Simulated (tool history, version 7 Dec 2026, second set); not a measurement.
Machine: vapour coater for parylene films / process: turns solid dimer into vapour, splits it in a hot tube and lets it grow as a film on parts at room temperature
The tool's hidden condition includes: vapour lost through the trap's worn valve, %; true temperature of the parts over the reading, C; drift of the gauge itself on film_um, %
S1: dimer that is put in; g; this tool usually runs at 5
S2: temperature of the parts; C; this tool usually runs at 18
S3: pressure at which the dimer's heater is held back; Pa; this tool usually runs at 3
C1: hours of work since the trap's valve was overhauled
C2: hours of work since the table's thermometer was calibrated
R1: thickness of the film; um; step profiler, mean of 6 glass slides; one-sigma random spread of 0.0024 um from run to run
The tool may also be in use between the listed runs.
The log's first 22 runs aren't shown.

run 23 hour=595.2 | S1=4 S2=16 S3=3.46 | C1=358 C2=474 | R1=0.661
-- hour=605.6 trap's valve overhauled
run 24 hour=628.8 | S1=4 S2=16 S3=3.67 | C1=16 C2=494 | R1=0.694
run 25 hour=655.4 | S1=6 S2=22 S3=10.45 | C1=35 C2=513 | R1=0.746
run 26 hour=681.5 | S1=6 S2=28 S3=9.73 | C1=53 C2=531 | R1=0.617
run 27 hour=710.8 | S1=6 S2=29 S3=9.73 | C1=74 C2=552 | R1=0.59
run 28 hour=738.5 | S1=6 S2=29 S3=9.73 | C1=93 C2=571 | R1=0.592
run 29 hour=766.4 | S1=5 S2=18 S3=2.13 | C1=113 C2=591 | R1=0.852
run 30 hour=797.3 | S1=7 S2=11 S3=3.66 | C1=134 C2=612 | R1=1.413
run 31 hour=818.9 | S1=2 S2=11 S3=8.76 | C1=149 C2=627 | R1=0.361
run 32 hour=847.3 | S1=2 S2=11 S3=8.76 | C1=169 C2=647 | R1=0.358
run 33 hour=869.2 | S1=2 S2=16 S3=8.76 | C1=185 C2=663 | R1=0.304
run 34 hour=897.6 | S1=3 S2=18 S3=3 | C1=204 C2=682 | R1=0.482

Consider 3 possible next runs. They are alternatives, not a sequence: every one starts from the tool as it was left by run 34. What does each give?
run A hour=918 | S1=5 S2=29 S3=3 | C1=219 C2=697 | R1=?
run B hour=918 | S1=5 S2=26 S3=6.51 | C1=219 C2=697 | R1=?
run C hour=918 | S1=6 S2=11 S3=3.02 | C1=219 C2=697 | R1=?

run=A R1=0.56
run=B R1=0.563
run=C R1=1.225
With no hidden state in the tool, these same runs would have given:
run=A R1=0.57
run=B R1=0.574
run=C R1=1.248

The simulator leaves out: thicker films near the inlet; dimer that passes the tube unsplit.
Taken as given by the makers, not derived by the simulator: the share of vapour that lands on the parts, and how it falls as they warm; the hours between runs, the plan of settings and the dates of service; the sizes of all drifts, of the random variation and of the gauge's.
